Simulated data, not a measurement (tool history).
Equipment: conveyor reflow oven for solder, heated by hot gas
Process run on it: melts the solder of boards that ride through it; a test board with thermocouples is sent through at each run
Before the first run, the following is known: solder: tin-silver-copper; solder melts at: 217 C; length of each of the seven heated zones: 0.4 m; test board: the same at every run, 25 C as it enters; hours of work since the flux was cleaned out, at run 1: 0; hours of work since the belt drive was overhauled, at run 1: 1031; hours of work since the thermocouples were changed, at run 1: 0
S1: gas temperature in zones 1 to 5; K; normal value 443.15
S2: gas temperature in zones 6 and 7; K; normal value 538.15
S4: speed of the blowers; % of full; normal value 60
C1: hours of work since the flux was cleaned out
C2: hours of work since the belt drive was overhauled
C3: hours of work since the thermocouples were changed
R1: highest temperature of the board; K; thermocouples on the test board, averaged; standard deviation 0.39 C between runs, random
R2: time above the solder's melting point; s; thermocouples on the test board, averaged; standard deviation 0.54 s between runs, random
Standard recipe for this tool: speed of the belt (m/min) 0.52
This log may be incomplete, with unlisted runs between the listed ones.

run 1 hour=0 | S1=443.15 S2=538.15 speed_of_the_belt_(m/min)=0.52 S4=60 | C1=0 C2=1031 C3=0 | R1=520.05 R2=62.1
run 2 hour=92.8 | S1=443.15 S2=538.15 speed_of_the_belt_(m/min)=0.52 S4=60 | C1=46 C2=1077 C3=46 | R1=520.45 R2=62.6
run 3 hour=173.8 | S1=443.15 S2=538.15 speed_of_the_belt_(m/min)=0.52 S4=78 | C1=86 C2=1117 C3=86 | R1=524.65 R2=67.2
run 4 hour=246.1 | S1=443.15 S2=538.15 speed_of_the_belt_(m/min)=0.52 S4=60 | C1=122 C2=1153 C3=122 | R1=520.25 R2=62.2
run 5 hour=302.4 | S1=443.15 S2=538.15 speed_of_the_belt_(m/min)=0.52 S4=60 | C1=150 C2=1181 C3=150 | R1=519.75 R2=60.7
run 6 hour=348.5 | S1=443.15 S2=538.15 speed_of_the_belt_(m/min)=0.52 S4=60 | C1=172 C2=1203 C3=172 | R1=520.45 R2=60.9
-- hour=394.6 belt drive overhauled, speed set with a stopwatch
run 7 hour=424.3 | S1=443.15 S2=538.15 speed_of_the_belt_(m/min)=0.52 S4=60 | C1=208 C2=15 C3=208 | R1=519.75 R2=60.8
run 8 hour=494.7 | S1=443.15 S2=538.15 speed_of_the_belt_(m/min)=0.52 S4=60 | C1=243 C2=50 C3=243 | R1=519.95 R2=61.3
run 9 hour=551.4 | S1=443.15 S2=538.15 speed_of_the_belt_(m/min)=0.52 S4=60 | C1=271 C2=78 C3=271 | R1=520.15 R2=61.8
run 10 hour=642.6 | S1=443.15 S2=538.15 speed_of_the_belt_(m/min)=0.612 S4=60 | C1=316 C2=123 C3=316 | R1=514.45 R2=44.5
run 11 hour=720.4 | S1=431.15 S2=538.15 speed_of_the_belt_(m/min)=0.52 S4=60 | C1=355 C2=161 C3=355 | R1=517.45 R2=54.2
run 12 hour=766.3 | S1=443.15 S2=538.15 speed_of_the_belt_(m/min)=0.52 S4=60 | C1=377 C2=184 C3=377 | R1=519.75 R2=62.7
run 13 hour=810.2 | S1=443.15 S2=538.15 speed_of_the_belt_(m/min)=0.52 S4=60 | C1=399 C2=206 C3=399 | R1=520.35 R2=61.9
-- hour=846.6 flux residue cleaned out of gas plates and filters
run 14 hour=881.4 | S1=443.15 S2=538.15 speed_of_the_belt_(m/min)=0.52 S4=60 | C1=17 C2=238 C3=432 | R1=520.65 R2=61.1
run 15 hour=967.3 | S1=443.15 S2=538.15 speed_of_the_belt_(m/min)=0.52 S4=60 | C1=60 C2=281 C3=474 | R1=520.35 R2=61.9
run 16 hour=1013.6 | S1=443.15 S2=538.15 speed_of_the_belt_(m/min)=0.6 S4=60 | C1=83 C2=304 C3=497 | R1=514.95 R2=46.5
run 17 hour=1105 | S1=437.15 S2=547.15 speed_of_the_belt_(m/min)=0.468 S4=62 | C1=128 C2=349 C3=542 | R1=530.85 R2=77.4
run 18 hour=1191.9 | S1=437.15 S2=547.15 speed_of_the_belt_(m/min)=0.468 S4=62 | C1=171 C2=392 C3=585 | R1=530.05 R2=78.5
run 19 hour=1276.3 | S1=437.15 S2=547.15 speed_of_the_belt_(m/min)=0.468 S4=62 | C1=213 C2=434 C3=627 | R1=531.25 R2=78.3
run 20 hour=1376.5 | S1=437.15 S2=547.15 speed_of_the_belt_(m/min)=0.468 S4=62 | C1=262 C2=483 C3=677 | R1=530.15 R2=77.4
run 21 hour=1470.5 | S1=443.15 S2=531.15 speed_of_the_belt_(m/min)=0.52 S4=51 | C1=309 C2=530 C3=723 | R1=511.15 R2=50.9
-- hour=1504.4 thermocouples of zones 6 and 7 changed
run 22 hour=1515.3 | S1=443.15 S2=531.15 speed_of_the_belt_(m/min)=0.52 S4=51 | C1=330 C2=551 C3=5 | R1=512.25 R2=51.6
run 23 hour=1563.3 | S1=443.15 S2=538.15 speed_of_the_belt_(m/min)=0.493 S4=60 | C1=354 C2=575 C3=29 | R1=521.85 R2=67.6
run 24 hour=1639.4 | S1=429.15 S2=538.15 speed_of_the_belt_(m/min)=0.493 S4=69 | C1=391 C2=613 C3=67 | R1=521.55 R2=62.5
-- hour=1697.6 flux residue cleaned out of gas plates and filters
run 25 hour=1702.3 | S1=436.15 S2=538.15 speed_of_the_belt_(m/min)=0.52 S4=63 | C1=2 C2=641 C3=95 | R1=520.65 R2=58.3
run 26 hour=1788.9 | S1=436.15 S2=538.15 speed_of_the_belt_(m/min)=0.52 S4=63 | C1=45 C2=684 C3=138 | R1=519.75 R2=58.5
run 27 hour=1858.6 | S1=454.15 S2=538.15 speed_of_the_belt_(m/min)=0.505 S4=60 | C1=80 C2=719 C3=173 | R1=523.15 R2=72
run 28 hour=1910.1 | S1=454.15 S2=538.15 speed_of_the_belt_(m/min)=0.505 S4=60 | C1=105 C2=744 C3=198 | R1=523.85 R2=71.9
run 29 hour=1988 | S1=454.15 S2=538.15 speed_of_the_belt_(m/min)=0.505 S4=60 | C1=144 C2=783 C3=237 | R1=523.35 R2=71.3
run 30 hour=2080.1 | S1=454.15 S2=536.15 speed_of_the_belt_(m/min)=0.461 S4=60 | C1=189 C2=828 C3=282 | R1=524.25 R2=81
run 31 hour=2182.8 | S1=454.15 S2=536.15 speed_of_the_belt_(m/min)=0.461 S4=60 | C1=240 C2=879 C3=333 | R1=524.25 R2=80.4

Forecast each of these 3 alternatives for the next run:
run A hour=2228.8 | S1=454.15 S2=536.15 speed_of_the_belt_(m/min)=0.461 S4=54 | C1=263 C2=902 C3=356 | R1=? R2=?
run B hour=2228.8 | S1=446.15 S2=538.15 speed_of_the_belt_(m/min)=0.52 S4=70 | C1=263 C2=902 C3=356 | R1=? R2=?
run C hour=2228.8 | S1=454.15 S2=536.15 speed_of_the_belt_(m/min)=0.461 S4=75 | C1=263 C2=902 C3=356 | R1=? R2=?

run=A R1=522.25 R2=79.6
run=B R1=522.55 R2=65.8
run=C R1=526.45 R2=84.2
Without the tool's unlogged condition, the same runs would have read:
run=A R1=522.35 R2=79.7
run=B R1=522.65 R2=65.9
run=C R1=526.55 R2=84.2

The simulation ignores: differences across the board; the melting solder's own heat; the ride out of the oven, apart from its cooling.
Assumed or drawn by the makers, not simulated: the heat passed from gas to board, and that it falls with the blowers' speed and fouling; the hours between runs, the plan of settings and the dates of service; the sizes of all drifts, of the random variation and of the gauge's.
